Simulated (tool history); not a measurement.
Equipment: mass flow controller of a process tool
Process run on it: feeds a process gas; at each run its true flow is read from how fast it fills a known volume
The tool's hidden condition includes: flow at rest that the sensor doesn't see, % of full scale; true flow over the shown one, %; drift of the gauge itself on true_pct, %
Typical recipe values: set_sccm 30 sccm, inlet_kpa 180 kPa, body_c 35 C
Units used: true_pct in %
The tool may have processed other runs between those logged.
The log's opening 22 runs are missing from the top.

run	hour	set_sccm	inlet_kpa	body_c	hours of work since the controller was set to zero	hours of work since the controller was changed	true_pct
# hour 4086.5: gauge calibrated
23	4240.1	23	155	20	661	5441	98.07
24	4431.6	15	149	24	772	5552	97.28
25	4557.8	15	149	24	846	5625	97.37
26	4796.4	15	149	24	984	5764	97.16
27	4955.9	51	220	25	1077	5857	98.17
28	5217.0	32	150	37	1228	6008	96.60
29	5355.7	32	150	37	1309	6089	96.34
30	5587.0	21	213	39	1443	6223	95.70
31	5866.4	23	213	39	1606	6386	95.60
32	6070.1	23	263	36	1724	6504	95.63
33	6319.2	13	189	35	1869	6649	95.45
34	6525.2	44	273	23	1988	6768	97.08
35	6706.6	12	180	35	2094	6874	95.30
36	6914.4	12	180	35	2214	6994	95.18
37	7140.7	16	188	35	2346	7126	95.12
38	7429.0	16	188	35	2513	7293	95.01
39	7558.0	16	188	35	2588	7368	95.00
40	7741.5	15	145	25	2695	7475	95.76

Forecast run 41:
41	7972.7	44	239	26	2829	7609	?

Logged for run 41: true_pct 96.37 %.
If the tool had no hidden condition, the same run with the same run-to-run variation would have returned true_pct 98.18 %.
